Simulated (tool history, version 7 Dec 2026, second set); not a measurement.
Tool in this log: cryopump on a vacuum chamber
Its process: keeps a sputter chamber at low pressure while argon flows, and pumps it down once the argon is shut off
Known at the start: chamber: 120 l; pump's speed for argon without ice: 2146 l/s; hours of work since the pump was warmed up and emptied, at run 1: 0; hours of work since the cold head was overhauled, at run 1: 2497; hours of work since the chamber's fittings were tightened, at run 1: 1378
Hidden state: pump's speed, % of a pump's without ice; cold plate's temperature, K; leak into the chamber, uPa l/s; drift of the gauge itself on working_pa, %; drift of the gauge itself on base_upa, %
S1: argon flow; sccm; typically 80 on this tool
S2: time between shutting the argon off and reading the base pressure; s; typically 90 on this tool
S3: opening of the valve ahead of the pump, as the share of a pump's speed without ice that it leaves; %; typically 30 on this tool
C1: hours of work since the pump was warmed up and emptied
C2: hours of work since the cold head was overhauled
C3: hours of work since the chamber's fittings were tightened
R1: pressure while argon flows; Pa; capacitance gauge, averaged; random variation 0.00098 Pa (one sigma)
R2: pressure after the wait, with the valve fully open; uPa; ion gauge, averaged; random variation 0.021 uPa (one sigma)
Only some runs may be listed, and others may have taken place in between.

| run | day | S1 | S2 | S3 | C1 | C2 | C3 | R1 | R2 |
|---|---|---|---|---|---|---|---|---|---|
| 1 | 0.000 | 80 | 90 | 30 | 0 | 2497 | 1378 | 0.2107 | 0.97 |
| 2 | 4.233 | 80 | 90 | 30 | 79 | 2576 | 1457 | 0.2113 | 1.06 |
| 3 | 9.350 | 80 | 50 | 30 | 175 | 2671 | 1553 | 0.2127 | 1.40 |
| 4 | 14.258 | 80 | 50 | 30 | 266 | 2763 | 1644 | 0.2135 | 1.47 |
| 5 | 18.254 | 80 | 50 | 30 | 341 | 2837 | 1719 | 0.2147 | 1.51 |
| 6 | 22.604 | 80 | 50 | 30 | 422 | 2919 | 1800 | 0.2157 | 1.52 |
|  | 26.254 | leaking fittings of the chamber tightened, without venting |
| 7 | 26.517 | 80 | 50 | 58 | 494 | 2990 | 5 | 0.1158 | 0.83 |
| 8 | 28.729 | 98 | 21 | 26 | 535 | 3031 | 46 | 0.3064 | 1.84 |
| 9 | 30.912 | 80 | 22 | 35 | 576 | 3072 | 87 | 0.1864 | 1.78 |
| 10 | 34.808 | 80 | 22 | 35 | 648 | 3145 | 160 | 0.1878 | 1.79 |
| 11 | 37.042 | 141 | 90 | 20 | 690 | 3187 | 201 | 0.5732 | 0.63 |
| 12 | 40.233 | 101 | 26 | 45 | 750 | 3246 | 261 | 0.1881 | 1.59 |

Had the tool no unlogged condition, and each run kept its random variation, what would the results have been?
| run | R1 | R2 |
|---|---|---|
| 1 | 0.2097 | 0.48 |
| 2 | 0.2095 | 0.51 |
| 3 | 0.2099 | 0.81 |
| 4 | 0.2096 | 0.83 |
| 5 | 0.2099 | 0.83 |
| 6 | 0.2099 | 0.80 |
| 7 | 0.1092 | 0.80 |
| 8 | 0.2976 | 1.79 |
| 9 | 0.1788 | 1.72 |
| 10 | 0.1791 | 1.69 |
| 11 | 0.5567 | 0.51 |
| 12 | 0.1753 | 1.44 |

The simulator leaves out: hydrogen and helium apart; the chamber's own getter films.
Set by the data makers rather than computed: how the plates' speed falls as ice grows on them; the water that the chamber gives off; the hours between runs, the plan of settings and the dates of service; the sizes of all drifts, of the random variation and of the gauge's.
